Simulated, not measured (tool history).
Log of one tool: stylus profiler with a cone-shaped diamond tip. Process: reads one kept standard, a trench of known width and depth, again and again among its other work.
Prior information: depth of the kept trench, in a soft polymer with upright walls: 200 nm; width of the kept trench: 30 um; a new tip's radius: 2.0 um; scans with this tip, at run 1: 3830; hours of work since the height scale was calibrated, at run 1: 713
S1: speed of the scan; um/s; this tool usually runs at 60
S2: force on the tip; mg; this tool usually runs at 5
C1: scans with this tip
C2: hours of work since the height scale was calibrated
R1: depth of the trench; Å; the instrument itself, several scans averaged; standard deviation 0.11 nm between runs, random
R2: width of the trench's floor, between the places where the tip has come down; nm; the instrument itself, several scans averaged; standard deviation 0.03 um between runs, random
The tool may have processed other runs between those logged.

Run 1, hour 0: usual settings; C1 3830; C2 713. Result: R1 2039.8 Å, R2 28100 nm.
Run 2, hour 24.8: usual settings; C1 3933; C2 733. Result: R1 2039.5 Å, R2 28110 nm.
Run 3, hour 40: usual settings; C1 3997; C2 744. Result: R1 2039.2 Å, R2 28090 nm.
Run 4, hour 57.3: usual settings but S2 6.54 mg; C1 4069; C2 758. Result: R1 2046.2 Å, R2 28140 nm.
Run 5, hour 81.8: usual settings but S2 6.54 mg; C1 4172; C2 777. Result: R1 2048 Å, R2 28110 nm.
Run 6, hour 97.3: usual settings but S2 6.54 mg; C1 4237; C2 789. Result: R1 2046.1 Å, R2 28110 nm.
Run 7, hour 113.6: usual settings but S2 6.54 mg; C1 4305; C2 802. Result: R1 2046.9 Å, R2 28100 nm.
Run 8, hour 126.1: usual settings but S1 24 um/s; C1 4357; C2 812. Result: R1 2041.7 Å, R2 28170 nm.
Run 9, hour 144.6: usual settings but S1 24 um/s; C1 4434; C2 826. Result: R1 2040.1 Å, R2 28100 nm.
Run 10, hour 160.3: usual settings but S2 2.38 mg; C1 4500; C2 838. Result: R1 2028 Å, R2 28080 nm.
Run 11, hour 177: usual settings but S2 2.38 mg; C1 4570; C2 851. Result: R1 2029.3 Å, R2 28010 nm.
Run 12, hour 191: usual settings but S2 4.24 mg; C1 4628; C2 862. Result: R1 2036.4 Å, R2 28080 nm.
Run 13, hour 211: usual settings but S2 4.24 mg; C1 4712; C2 878. Result: R1 2039.1 Å, R2 28010 nm.
Run 14, hour 230: usual settings but S2 4.24 mg; C1 4792; C2 893. Result: R1 2037 Å, R2 28090 nm.
Run 15, hour 243.4: usual settings but S1 78 um/s; C1 4848; C2 903. Result: R1 2040.6 Å, R2 28060 nm.
Run 16, hour 255.9: usual settings; C1 4900; C2 913. Result: R1 2040.6 Å, R2 28090 nm.
Run 17, hour 278.7: usual settings but S2 9.21 mg; C1 4995; C2 930. Result: R1 2058.5 Å, R2 28070 nm.
Run 18, hour 304.3: usual settings but S1 51 um/s, S2 9.21 mg; C1 5102; C2 950. Result: R1 2059.1 Å, R2 28090 nm.
Run 19, hour 320: usual settings but S1 51 um/s, S2 9.21 mg; C1 5168; C2 963. Result: R1 2056.9 Å, R2 28140 nm.
Run 20, hour 337.7: usual settings but S1 51 um/s, S2 9.21 mg; C1 5242; C2 976. Result: R1 2057.3 Å, R2 28090 nm.
Run 21, hour 361.3: usual settings but S1 51 um/s, S2 9.21 mg; C1 5341; C2 995. Result: R1 2059.2 Å, R2 28100 nm.
Run 22, hour 380.8: usual settings but S1 103 um/s, S2 11.11 mg; C1 5422; C2 1010. Result: R1 2064.5 Å, R2 28040 nm.
Run 23, hour 392.7: usual settings but S1 32 um/s, S2 4.16 mg; C1 5472; C2 1019. Result: R1 2038.5 Å, R2 28060 nm.
At hour 395.3: height scale calibrated on a step standard.
Run 24, hour 416: usual settings but S1 32 um/s, S2 4.16 mg; C1 5567; C2 16. Result: R1 2042.8 Å, R2 28060 nm.
Run 25, hour 427.6: usual settings but S1 25 um/s; C1 5616; C2 25. Result: R1 2046.4 Å, R2 28100 nm.
Run 26, hour 443.6: usual settings but S1 97 um/s, S2 2 mg; C1 5683; C2 38. Result: R1 2031.4 Å, R2 27890 nm.
Run 27, hour 457.2: usual settings but S1 39 um/s, S2 6.76 mg; C1 5739; C2 48. Result: R1 2053.3 Å, R2 28120 nm.
Run 28, hour 474.7: usual settings but S1 21 um/s, S2 3.26 mg; C1 5813; C2 62. Result: R1 2036.3 Å, R2 28080 nm.
Run 29, hour 487.5: usual settings but S1 21 um/s, S2 3.02 mg; C1 5866; C2 72. Result: R1 2038.4 Å, R2 28120 nm.
Run 30, hour 504.3: usual settings but S1 21 um/s, S2 3.02 mg; C1 5936; C2 85. Result: R1 2035.8 Å, R2 28080 nm.
Run 31, hour 518.8: usual settings but S1 35 um/s, S2 14.3 mg; C1 5997; C2 96. Result: R1 2079.6 Å, R2 28130 nm.
Run 32, hour 533.6: usual settings but S1 111 um/s, S2 6.26 mg; C1 6059; C2 108. Result: R1 2052.3 Å, R2 27960 nm.
At hour 541.6: height scale calibrated on a step standard, once more.
Run 33, hour 559.1: usual settings but S1 111 um/s, S2 6.26 mg; C1 6164; C2 14. Result: R1 2038.9 Å, R2 27990 nm.
Run 34, hour 569.8: usual settings but S2 14.91 mg; C1 6209; C2 22. Result: R1 2065.8 Å, R2 28070 nm.
Run 35, hour 583.8: usual settings but S1 95 um/s; C1 6267; C2 33. Result: R1 2032.2 Å, R2 27980 nm.
Run 36, hour 598.8: usual settings but S1 181 um/s, S2 7.55 mg; C1 6330; C2 45. Result: R1 2044.1 Å, R2 27880 nm.
Run 37, hour 615.4: usual settings but S1 186 um/s, S2 10.28 mg; C1 6399; C2 57. Result: R1 2053.1 Å, R2 27940 nm.
Run 38, hour 636.7: usual settings but S1 56 um/s, S2 5.3 mg; C1 6488; C2 74. Result: R1 2036 Å, R2 28070 nm.
Run 39, hour 657: usual settings but S1 56 um/s, S2 5.3 mg; C1 6573; C2 90. Result: R1 2033.6 Å, R2 28040 nm.
Run 40, hour 670.9: usual settings but S1 56 um/s, S2 5.3 mg; C1 6631; C2 101. Result: R1 2034.9 Å, R2 28000 nm.
Run 41, hour 686.2: usual settings but S1 19 um/s, S2 4.24 mg; C1 6695; C2 113. Result: R1 2030.3 Å, R2 28130 nm.
Run 42, hour 699.7: usual settings but S1 55 um/s, S2 2.99 mg; C1 6752; C2 123. Result: R1 2025.9 Å, R2 28020 nm.

Consider 3 possible next runs. They are alternatives, not a sequence: every one starts from the tool as it was left by run 42. What does each give?
Run A, hour 713.7: usual settings but S1 62 um/s, S2 8.01 mg; C1 6810; C2 134. Result: R1 ?, R2 ?.
Run B, hour 713.7: usual settings but S1 55 um/s, S2 3.47 mg; C1 6810; C2 134. Result: R1 ?, R2 ?.
Run C, hour 713.7: usual settings but S1 49 um/s, S2 8.7 mg; C1 6810; C2 134. Result: R1 ?, R2 ?.

run      R1     R2
  A  2045.9  28060
  B  2029.2  27990
  C  2047.4  28060
What these runs would have given with no unlogged condition in the tool:
run      R1     R2
  A  2043.3  28210
  B  2026.7  28130
  C  2044.8  28200
